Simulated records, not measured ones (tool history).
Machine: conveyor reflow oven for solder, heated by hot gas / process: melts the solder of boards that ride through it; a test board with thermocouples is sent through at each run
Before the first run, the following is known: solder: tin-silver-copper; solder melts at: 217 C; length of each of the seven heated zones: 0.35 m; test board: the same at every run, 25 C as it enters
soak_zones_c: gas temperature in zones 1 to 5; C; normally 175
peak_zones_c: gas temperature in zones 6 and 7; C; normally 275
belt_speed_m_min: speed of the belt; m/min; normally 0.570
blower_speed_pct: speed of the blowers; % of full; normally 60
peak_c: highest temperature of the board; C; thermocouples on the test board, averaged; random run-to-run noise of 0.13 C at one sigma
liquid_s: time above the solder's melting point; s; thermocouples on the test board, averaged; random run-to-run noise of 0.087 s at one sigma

run	day	soak_zones_c	peak_zones_c	belt_speed_m_min	blower_speed_pct	peak_c	liquid_s
1	0.000	175	275	0.570	60	259.8	60.41
# day 0.617: flux residue cleaned out of gas plates and filters
2	1.458	175	275	0.570	60	259.9	60.56
3	2.421	175	275	0.570	60	259.5	60.29
4	3.308	175	275	0.570	60	259.9	60.26
5	4.400	175	275	0.657	60	255.1	48.82
6	5.329	175	275	0.570	60	259.9	60.44
7	6.333	175	275	0.570	60	260.1	60.31
8	6.996	175	275	0.570	60	259.9	60.31
9	8.067	175	275	0.570	60	259.7	60.40
10	9.279	175	275	0.570	60	260.0	60.49
11	9.933	175	275	0.570	60	260.1	60.39
12	11.279	175	275	0.570	72	262.1	61.71
13	11.888	175	275	0.570	72	261.9	61.81
# day 12.875: flux residue cleaned out of gas plates and filters
14	13.046	172	275	0.620	60	256.5	52.46
15	13.675	172	275	0.620	60	256.2	52.26
16	14.683	186	280	0.570	71	267.9	68.31
17	15.600	186	280	0.570	71	268.1	68.12
18	16.429	181	276	0.512	80	267.6	74.21
19	17.421	181	271	0.570	90	261.9	64.13
20	18.258	181	271	0.570	90	261.8	64.29
21	19.742	181	271	0.570	90	261.6	64.21
22	20.971	172	268	0.570	63	253.8	56.00
23	22.317	172	268	0.570	63	253.8	55.97
24	23.671	172	268	0.570	63	253.8	55.88

Predict each of these 3 candidate next runs independently; none follows another, all start after run 24:
# day 25.150: flux residue cleaned out of gas plates and filters
A	25.296	166	268	0.651	78	?	?
# day 25.150: flux residue cleaned out of gas plates and filters
B	25.296	190	268	0.570	56	?	?
# day 25.150: flux residue cleaned out of gas plates and filters
C	25.296	160	267	0.570	67	?	?

run	peak_c	liquid_s
A	251.3	45.69
B	255.2	63.46
C	251.9	51.01
With no hidden state in the tool, these same runs would have given:
run	peak_c	liquid_s
A	251.3	45.69
B	255.3	63.46
C	251.9	51.02
